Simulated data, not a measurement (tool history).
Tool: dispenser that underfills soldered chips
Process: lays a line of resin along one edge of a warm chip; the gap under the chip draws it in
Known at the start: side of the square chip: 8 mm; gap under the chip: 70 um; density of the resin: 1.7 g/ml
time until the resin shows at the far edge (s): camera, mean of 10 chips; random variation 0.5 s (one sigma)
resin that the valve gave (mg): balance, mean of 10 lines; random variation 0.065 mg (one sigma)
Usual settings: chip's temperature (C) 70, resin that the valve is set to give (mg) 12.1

run     day  chip's temperature (C)  resin that the valve is set to give (mg)  time until the resin shows at the far edge (s)  resin that the valve gave (mg)
  1   0.000                      70                                      12.1                                            45.5                           12.00
  2   0.221                      83                                      12.1                                            31.7                           12.05
  3   0.562                      70                                      12.1                                            43.2                           11.92
  4   0.967                      70                                      12.1                                            38.7                           11.85
  5   1.333                      70                                      12.1                                            48.3                           11.97
  6   1.538                      70                                      12.1                                            54.8                           11.98
  7   1.908                      70                                      13.7                                            46.1                           13.51
  8   2.292                      70                                      13.7                                            39.8                           13.44
  9   2.612                      70                                      13.0                                            48.7                           12.63
 10   2.888                      70                                      13.0                                            38.4                           12.65
 11   3.233                      70                                      14.1                                            47.3                           13.53
 12   3.454                      59                                      12.1                                            60.9                           11.75
 13   3.729                      59                                      12.1                                            72.9                           11.68
 14   4.200                      59                                      12.1                                            63.8                           11.64
 15   4.646                      59                                      12.1                                            83.8                           11.75
 16   4.975                      59                                      13.5                                            72.8                           12.79
 17   5.400                      59                                      13.5                                            63.1                           12.71
 18   5.767                      70                                      12.1                                            50.0                           11.49
 19   5.967                      70                                      12.1                                            39.5                           11.56
 20   6.383                      62                                      10.9                                            70.1                           10.42
 21   6.621                      57                                      12.9                                            65.9                           12.22
 22   6.908                      70                                      11.4                                            46.9                           10.77
 23   7.162                      70                                      11.4                                            38.0                           10.80
 24   7.546                      70                                      13.1                                            44.9                           13.17
 25   7.750                      57                                      14.3                                            88.0                           14.25
 26   8.217                      57                                      14.3                                            80.2                           14.27
 27   8.679                      64                                      12.1                                            55.2                           11.94
 28   8.958                      59                                      11.8                                            81.9                           11.68
 29   9.204                      59                                      11.8                                            64.8                           11.75
 30   9.550                      59                                      11.8                                            78.5                           11.59
 31  10.012                      77                                      13.3                                            34.9                           13.08
 32  10.375                      72                                      12.3                                            37.2                           12.09
 33  10.825                      72                                      12.3                                            49.6                           12.11
 34  11.188                      65                                      14.7                                            52.1                           14.32
 35  11.429                      65                                      14.7                                            60.0                           14.35

Not shown: 19 entries that the log had between the listed runs. Between which runs, and how does the tool's hidden state differ before and after?
Between runs 2 and 3: new syringe of resin (day 0.342)
  resin's viscosity, % of fresh resin's: 136.9 -> 113.1; dose that the valve gives, % of what is set: 99.08 -> 98.85; true chip temperature over the reading, C: 1.07 -> 1.11
  measured less the result without the state, time until the resin shows at the far edge (s): +7.6 -> +3.3; resin that the valve gave (mg): -0.11 -> -0.14
Between runs 3 and 4: new syringe of resin (day 0.950)
  resin's viscosity, % of fresh resin's: 113.1 -> 100; dose that the valve gives, % of what is set: 98.85 -> 98.6; true chip temperature over the reading, C: 1.11 -> 1.15
  measured less the result without the state, time until the resin shows at the far edge (s): +3.3 -> -1.8; resin that the valve gave (mg): -0.14 -> -0.17
Between runs 6 and 7: new syringe of resin (day 1.575)
  resin's viscosity, % of fresh resin's: 142.6 -> 122; dose that the valve gives, % of what is set: 98.21 -> 97.96; true chip temperature over the reading, C: 1.22 -> 1.26
  measured less the result without the state, time until the resin shows at the far edge (s): +14.5 -> +6.3; resin that the valve gave (mg): -0.21 -> -0.28
Between runs 7 and 8: new syringe of resin (day 2.208)
  resin's viscosity, % of fresh resin's: 122 -> 105.4; dose that the valve gives, % of what is set: 97.96 -> 97.71; true chip temperature over the reading, C: 1.26 -> 1.3
  measured less the result without the state, time until the resin shows at the far edge (s): +6.3 -> +0.1; resin that the valve gave (mg): -0.28 -> -0.31
Between runs 9 and 10: new syringe of resin (day 2.821)
  resin's viscosity, % of fresh resin's: 128.6 -> 102.3; dose that the valve gives, % of what is set: 97.48 -> 97.3; true chip temperature over the reading, C: 1.34 -> 1.37
  measured less the result without the state, time until the resin shows at the far edge (s): +8.8 -> -1.2; resin that the valve gave (mg): -0.32 -> -0.35
Between runs 11 and 12: new syringe of resin (day 3.454)
  resin's viscosity, % of fresh resin's: 127.1 -> 102.3; dose that the valve gives, % of what is set: 97.07 -> 96.93; true chip temperature over the reading, C: 1.41 -> 1.44
  measured less the result without the state, time until the resin shows at the far edge (s): +8.0 -> -2.1; resin that the valve gave (mg): -0.41 -> -0.37
Between runs 13 and 14: new syringe of resin (day 4.075)
  resin's viscosity, % of fresh resin's: 121.4 -> 107; dose that the valve gives, % of what is set: 96.76 -> 96.43; true chip temperature over the reading, C: 1.47 -> 1.53
  measured less the result without the state, time until the resin shows at the far edge (s): +9.2 -> +0.4; resin that the valve gave (mg): -0.39 -> -0.43
Between runs 15 and 16: new syringe of resin (day 4.688)
  resin's viscosity, % of fresh resin's: 141.3 -> 121.8; dose that the valve gives, % of what is set: 96.12 -> 95.93; true chip temperature over the reading, C: 1.58 -> 1.62
  measured less the result without the state, time until the resin shows at the far edge (s): +20.7 -> +8.9; resin that the valve gave (mg): -0.47 -> -0.54
Between runs 16 and 17: new syringe of resin (day 5.296)
  resin's viscosity, % of fresh resin's: 121.8 -> 106.2; dose that the valve gives, % of what is set: 95.93 -> 95.67; true chip temperature over the reading, C: 1.62 -> 1.66
  measured less the result without the state, time until the resin shows at the far edge (s): +8.9 -> -0.5; resin that the valve gave (mg): -0.54 -> -0.58
Between runs 18 and 19: new syringe of resin (day 5.917)
  resin's viscosity, % of fresh resin's: 133.5 -> 103.1; dose that the valve gives, % of what is set: 95.42 -> 95.29; true chip temperature over the reading, C: 1.71 -> 1.73
  measured less the result without the state, time until the resin shows at the far edge (s): +10.2 -> -1.3; resin that the valve gave (mg): -0.56 -> -0.58
Between runs 20 and 21: new syringe of resin (day 6.554)
  resin's viscosity, % of fresh resin's: 133.6 -> 104.5; dose that the valve gives, % of what is set: 95.01 -> 94.84; true chip temperature over the reading, C: 1.78 -> 1.8
  measured less the result without the state, time until the resin shows at the far edge (s): +14.3 -> -2.0; resin that the valve gave (mg): -0.55 -> -0.66
Between runs 22 and 23: new syringe of resin (day 7.162)
  resin's viscosity, % of fresh resin's: 124.8 -> 99.7; dose that the valve gives, % of what is set: 94.65 -> 94.48; true chip temperature over the reading, C: 1.84 -> 1.87
  measured less the result without the state, time until the resin shows at the far edge (s): +6.9 -> -2.7; resin that the valve gave (mg): -0.61 -> -0.63
Between runs 23 and 24: dispensing valve cleaned and set on the balance (day 7.521)
  resin's viscosity, % of fresh resin's: 99.7 -> 123.3; dose that the valve gives, % of what is set: 94.48 -> 100.07; true chip temperature over the reading, C: 1.87 -> 1.9
  measured less the result without the state, time until the resin shows at the far edge (s): -2.7 -> +5.6; resin that the valve gave (mg): -0.63 -> +0.01
Between runs 25 and 26: new syringe of resin (day 7.825)
  resin's viscosity, % of fresh resin's: 140 -> 127.7; dose that the valve gives, % of what is set: 99.94 -> 99.62; true chip temperature over the reading, C: 1.93 -> 1.98
  measured less the result without the state, time until the resin shows at the far edge (s): +19.6 -> +11.7; resin that the valve gave (mg): -0.01 -> -0.05
Between runs 26 and 27: new syringe of resin (day 8.429)
  resin's viscosity, % of fresh resin's: 127.7 -> 116.5; dose that the valve gives, % of what is set: 99.62 -> 99.33; true chip temperature over the reading, C: 1.98 -> 2.03
  measured less the result without the state, time until the resin shows at the far edge (s): +11.7 -> +3.7; resin that the valve gave (mg): -0.05 -> -0.08
Between runs 28 and 29: new syringe of resin (day 9.042)
  resin's viscosity, % of fresh resin's: 138.6 -> 109.8; dose that the valve gives, % of what is set: 99.14 -> 98.96; true chip temperature over the reading, C: 2.07 -> 2.1
  measured less the result without the state, time until the resin shows at the far edge (s): +17.4 -> +0.4; resin that the valve gave (mg): -0.10 -> -0.12
Between runs 30 and 31: new syringe of resin (day 9.654)
  resin's viscosity, % of fresh resin's: 136 -> 126; dose that the valve gives, % of what is set: 98.73 -> 98.4; true chip temperature over the reading, C: 2.14 -> 2.19
  measured less the result without the state, time until the resin shows at the far edge (s): +15.4 -> +4.8; resin that the valve gave (mg): -0.15 -> -0.22
Between runs 31 and 32: new syringe of resin (day 10.279)
  resin's viscosity, % of fresh resin's: 126 -> 108.2; dose that the valve gives, % of what is set: 98.4 -> 98.18; true chip temperature over the reading, C: 2.19 -> 2.23
  measured less the result without the state, time until the resin shows at the far edge (s): +4.8 -> -0.2; resin that the valve gave (mg): -0.22 -> -0.22
Between runs 33 and 34: new syringe of resin (day 10.912)
  resin's viscosity, % of fresh resin's: 143 -> 117.6; dose that the valve gives, % of what is set: 97.88 -> 97.65; true chip temperature over the reading, C: 2.28 -> 2.32
  measured less the result without the state, time until the resin shows at the far edge (s): +11.7 -> +3.4; resin that the valve gave (mg): -0.27 -> -0.34

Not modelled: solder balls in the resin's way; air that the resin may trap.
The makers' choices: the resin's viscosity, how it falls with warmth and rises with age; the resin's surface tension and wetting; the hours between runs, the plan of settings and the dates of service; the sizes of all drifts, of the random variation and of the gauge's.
